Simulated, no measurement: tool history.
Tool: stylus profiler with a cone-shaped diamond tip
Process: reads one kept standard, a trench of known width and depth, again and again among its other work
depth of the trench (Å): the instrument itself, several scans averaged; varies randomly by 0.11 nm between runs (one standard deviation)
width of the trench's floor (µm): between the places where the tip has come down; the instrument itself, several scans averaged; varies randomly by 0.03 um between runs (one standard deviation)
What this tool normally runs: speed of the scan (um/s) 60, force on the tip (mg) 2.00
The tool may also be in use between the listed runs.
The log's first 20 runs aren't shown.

run	day	speed of the scan (um/s)	force on the tip (mg)	scans with this tip	hours of work since the height scale was calibrated	depth of the trench (Å)	width of the trench's floor (µm)
21	56.046	60	0.97	2300	229	2015.7	16.99
22	59.371	60	0.97	2792	278	2015.5	16.98
23	61.025	150	1.92	3036	303	2026.7	16.81
24	62.929	150	1.92	3317	331	2027.1	16.85
25	66.354	150	1.92	3823	381	2027.2	16.81
26	70.133	150	1.92	4381	437	2026.6	16.87
27	73.179	49	2.00	4831	481	2026.7	17.09
28	75.554	49	2.00	5182	516	2025.5	17.12
29	79.262	49	2.00	5729	571	2025.8	17.08
30	81.154	16	2.00	6008	599	2026.0	17.14
31	83.188	16	2.00	6309	629	2028.3	17.14
32	86.683	68	0.91	6825	680	2014.9	16.97
33	88.850	86	4.51	7146	712	2046.4	17.04
34	91.525	86	4.51	7540	751	2046.8	17.07
35	95.025	142	4.51	8057	803	2045.5	16.92
36	98.633	142	4.51	8590	856	2047.8	16.96
37	101.683	115	2.82	9041	901	2032.7	16.99
38	104.883	214	0.73	9513	948	2013.0	16.41
39	106.412	82	2.62	9739	970	2030.9	17.03
# day 107.717: new tip fitted, height scale calibrated
40	108.754	33	5.30	154	15	2050.5	17.15
41	110.708	33	5.30	442	44	2054.9	17.19
42	114.142	33	5.30	950	95	2051.4	17.13
43	116.425	33	5.30	1287	128	2051.7	17.21
44	118.150	158	5.30	1541	154	2051.8	17.00

Below are 4 alternative next runs, each starting from the tool's condition after run 44. Predict each:
A	120.579	58	5.30	1900	189	?	?
B	120.579	30	5.97	1900	189	?	?
C	120.579	166	5.16	1900	189	?	?
D	120.579	31	3.88	1900	189	?	?

run	depth of the trench (Å)	width of the trench's floor (µm)
A	2050.6	17.11
B	2056.5	17.12
C	2050.1	16.99
D	2040.4	17.15
Take away the tool's hidden state, keep each run's random variation, and the runs would have read:
run	depth of the trench (Å)	width of the trench's floor (µm)
A	2050.6	17.11
B	2056.5	17.13
C	2050.2	16.99
D	2040.4	17.16
